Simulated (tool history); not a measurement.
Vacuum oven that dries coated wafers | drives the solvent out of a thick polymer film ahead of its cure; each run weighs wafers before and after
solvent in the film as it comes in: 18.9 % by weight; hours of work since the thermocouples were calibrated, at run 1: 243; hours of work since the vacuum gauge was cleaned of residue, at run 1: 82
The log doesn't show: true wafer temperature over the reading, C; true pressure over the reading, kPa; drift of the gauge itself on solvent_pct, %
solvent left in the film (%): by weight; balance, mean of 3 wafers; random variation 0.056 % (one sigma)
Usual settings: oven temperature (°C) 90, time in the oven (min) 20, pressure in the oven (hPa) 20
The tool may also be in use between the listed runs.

| run | hour | oven temperature (°C) | time in the oven (min) | pressure in the oven (hPa) | hours of work since the thermocouples were calibrated | hours of work since the vacuum gauge was cleaned of residue | solvent left in the film (%) |
|---|---|---|---|---|---|---|---|
| 1 | 0 | 90 | 20 | 20 | 243 | 82 | 5.02 |
| 2 | 62.3 | 90 | 20 | 20 | 274 | 113 | 4.96 |
| 3 | 135.4 | 90 | 20 | 20 | 311 | 150 | 4.88 |
| 4 | 218.2 | 90 | 20 | 20 | 352 | 191 | 4.95 |
| 5 | 295.6 | 90 | 20 | 18.8 | 391 | 230 | 4.83 |
| 6 | 400.1 | 90 | 20 | 20 | 444 | 283 | 4.87 |
| 7 | 519.6 | 90 | 20 | 20 | 504 | 343 | 4.96 |
| 8 | 582.2 | 90 | 20 | 20 | 535 | 374 | 4.85 |
| 9 | 677.7 | 90 | 20 | 20 | 583 | 422 | 4.82 |
| 10 | 751.6 | 90 | 20 | 20 | 621 | 460 | 4.81 |
| 11 | 844 | 90 | 20 | 20 | 667 | 506 | 4.85 |
| 12 | 971.5 | 90 | 20 | 20 | 731 | 570 | 4.99 |
| 13 | 1061.8 | 90 | 20 | 20 | 776 | 616 | 5.04 |
| 14 | 1148.5 | 90 | 28 | 20 | 820 | 659 | 3.57 |
| 15 | 1224.1 | 90 | 28 | 20 | 858 | 697 | 3.56 |
| 16 | 1305.1 | 90 | 28 | 20 | 899 | 738 | 3.45 |
| 17 | 1372 | 90 | 28 | 20 | 932 | 772 | 3.56 |
| 18 | 1435.2 | 90 | 28 | 20 | 964 | 803 | 3.53 |
| 19 | 1526.3 | 79 | 20 | 20 | 1010 | 849 | 9.32 |
| 20 | 1635.9 | 79 | 20 | 20 | 1065 | 904 | 9.17 |
| 21 | 1697.2 | 90 | 20 | 20 | 1096 | 935 | 4.97 |
| 22 | 1775.9 | 90 | 20 | 20 | 1136 | 975 | 4.94 |
| 23 | 1836.1 | 90 | 20 | 20 | 1166 | 1005 | 4.94 |
| 24 | 1919.7 | 90 | 20 | 20 | 1208 | 1047 | 4.96 |
| 25 | 1994.9 | 93 | 17 | 32.6 | 1246 | 1085 | 5.5 |
| 26 | 2086.1 | 79 | 20 | 20 | 1292 | 1131 | 9.17 |
| 27 | 2168 | 83 | 26 | 67.8 | 1333 | 1172 | 10.63 |
| 28 | 2239.8 | 75 | 33 | 51.5 | 1369 | 1208 | 11.87 |
| 29 | 2307.5 | 75 | 33 | 51.5 | 1403 | 1242 | 11.92 |
| 30 | 2407.3 | 75 | 33 | 51.5 | 1453 | 1292 | 12.04 |
| 31 | 2525.8 | 94 | 11 | 30.4 | 1513 | 1352 | 6.98 |
| 32 | 2591.6 | 78 | 11 | 13.6 | 1546 | 1385 | 11.66 |
|  | 2613.6 | oven's thermocouples calibrated |
| 33 | 2699.1 | 77 | 20 | 61.7 | 43 | 1438 | 13.24 |
| 34 | 2819.9 | 77 | 20 | 61.7 | 104 | 1499 | 13.58 |

Forecast run 35:
| 35 | 2947.8 | 77 | 20 | 61.7 | 168 | 1563 | ? |

Run 35 gave solvent left in the film (%) 13.26.
Without the tool's hidden state the same run would have given solvent left in the film (%) 13.25.
